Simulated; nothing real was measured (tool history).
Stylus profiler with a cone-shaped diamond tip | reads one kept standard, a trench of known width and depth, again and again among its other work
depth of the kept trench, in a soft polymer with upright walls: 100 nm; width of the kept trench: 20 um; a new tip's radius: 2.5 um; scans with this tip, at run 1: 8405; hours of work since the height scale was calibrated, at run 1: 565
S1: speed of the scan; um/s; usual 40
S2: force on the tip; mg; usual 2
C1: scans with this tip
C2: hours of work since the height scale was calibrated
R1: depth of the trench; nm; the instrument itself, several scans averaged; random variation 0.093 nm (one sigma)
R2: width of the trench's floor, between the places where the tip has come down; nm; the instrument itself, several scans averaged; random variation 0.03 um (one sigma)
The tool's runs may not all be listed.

| run | day | S1 | S2 | C1 | C2 | R1 | R2 |
|---|---|---|---|---|---|---|---|
| 1 | 0 | 40 | 2 | 8405 | 565 | 100.97 | 17940 |
| 2 | 2.779 | 58 | 2 | 9001 | 605 | 100.92 | 17830 |
| 3 | 4.408 | 138 | 2 | 9350 | 629 | 100.93 | 17300 |
| 4 | 6.821 | 50 | 2 | 9867 | 664 | 101.02 | 17820 |
| 5 | 9.012 | 47 | 2 | 10337 | 695 | 100.93 | 17910 |
|  | 9.354 | height scale calibrated on a step standard |
| 6 | 10.533 | 72 | 2.58 | 10658 | 17 | 100.98 | 17690 |
| 7 | 12.85 | 40 | 4.22 | 11155 | 50 | 101.66 | 17950 |
| 8 | 15.292 | 112 | 1.74 | 11678 | 86 | 100.91 | 17310 |
| 9 | 18.6 | 112 | 2.34 | 12386 | 133 | 100.98 | 17340 |
| 10 | 20.038 | 137 | 1.54 | 12694 | 154 | 101.03 | 16940 |

Hidden state at the last listed run before each entry between runs and at the first one after, where it differs:
Between runs 5 and 6: height scale calibrated on a step standard (day 9.354)
  radius of the tip, um: 4.25 -> 4.3; height scale over the true one, %: 0.202 -> 0.303
  measured less the result without the state, R1: +0.2 -> +0.31 nm; R2: -440 -> -440 nm
